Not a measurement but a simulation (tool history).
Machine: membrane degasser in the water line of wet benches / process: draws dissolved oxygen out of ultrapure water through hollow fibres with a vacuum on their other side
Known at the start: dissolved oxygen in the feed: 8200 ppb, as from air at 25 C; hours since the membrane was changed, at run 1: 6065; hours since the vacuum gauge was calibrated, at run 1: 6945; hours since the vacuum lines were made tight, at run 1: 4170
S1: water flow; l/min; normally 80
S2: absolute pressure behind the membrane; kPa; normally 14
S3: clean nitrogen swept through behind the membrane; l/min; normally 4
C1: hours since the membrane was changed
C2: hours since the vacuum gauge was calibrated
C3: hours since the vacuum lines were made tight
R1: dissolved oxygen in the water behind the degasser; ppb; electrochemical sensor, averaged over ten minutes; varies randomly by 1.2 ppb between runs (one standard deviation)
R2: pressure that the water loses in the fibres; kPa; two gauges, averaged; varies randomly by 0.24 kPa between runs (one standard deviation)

{"run": 1, "hour": 0.0, "S1": 80, "S2": 14, "S3": 4, "C1": 6065, "C2": 6945, "C3": 4170, "R1": 465.4, "R2": 61.54}
{"hour": 186.6, "done": "vacuum gauge calibrated"}
{"run": 2, "hour": 186.6, "S1": 80, "S2": 14, "S3": 4, "C1": 6251, "C2": 0, "C3": 4356, "R1": 462.4, "R2": 61.41}
{"run": 3, "hour": 323.5, "S1": 49, "S2": 14, "S3": 4, "C1": 6388, "C2": 137, "C3": 4493, "R1": 300.3, "R2": 37.94}
{"run": 4, "hour": 528.0, "S1": 80, "S2": 14, "S3": 1.97, "C1": 6592, "C2": 341, "C3": 4698, "R1": 812.4, "R2": 61.85}
{"run": 5, "hour": 782.9, "S1": 80, "S2": 14, "S3": 4, "C1": 6847, "C2": 596, "C3": 4953, "R1": 462.9, "R2": 61.73}
{"run": 6, "hour": 1042.9, "S1": 56, "S2": 14, "S3": 4, "C1": 7107, "C2": 856, "C3": 5213, "R1": 340.6, "R2": 42.89}
{"run": 7, "hour": 1170.3, "S1": 56, "S2": 14, "S3": 4, "C1": 7234, "C2": 984, "C3": 5340, "R1": 338.5, "R2": 43.52}
{"run": 8, "hour": 1439.6, "S1": 49, "S2": 18.6, "S3": 8.2, "C1": 7504, "C2": 1253, "C3": 5609, "R1": 220.9, "R2": 37.91}
{"run": 9, "hour": 1600.8, "S1": 93, "S2": 14, "S3": 3.14, "C1": 7665, "C2": 1414, "C3": 5770, "R1": 641.7, "R2": 72.01}
{"run": 10, "hour": 1828.9, "S1": 76, "S2": 24.4, "S3": 1.86, "C1": 7893, "C2": 1642, "C3": 5999, "R1": 1478.1, "R2": 58.96}

Run 11 has not been measured yet. What should we expect?
{"run": 11, "hour": 1966.9, "S1": 80, "S2": 14, "S3": 1.63, "C1": 8031, "C2": 1780, "C3": 6137, "R1": "?", "R2": "?"}

Run 11 produced R1 933.9 ppb, R2 62.41 kPa.
Had the tool carried no hidden state, the very same run would have given R1 931.3 ppb, R2 60.75 kPa.
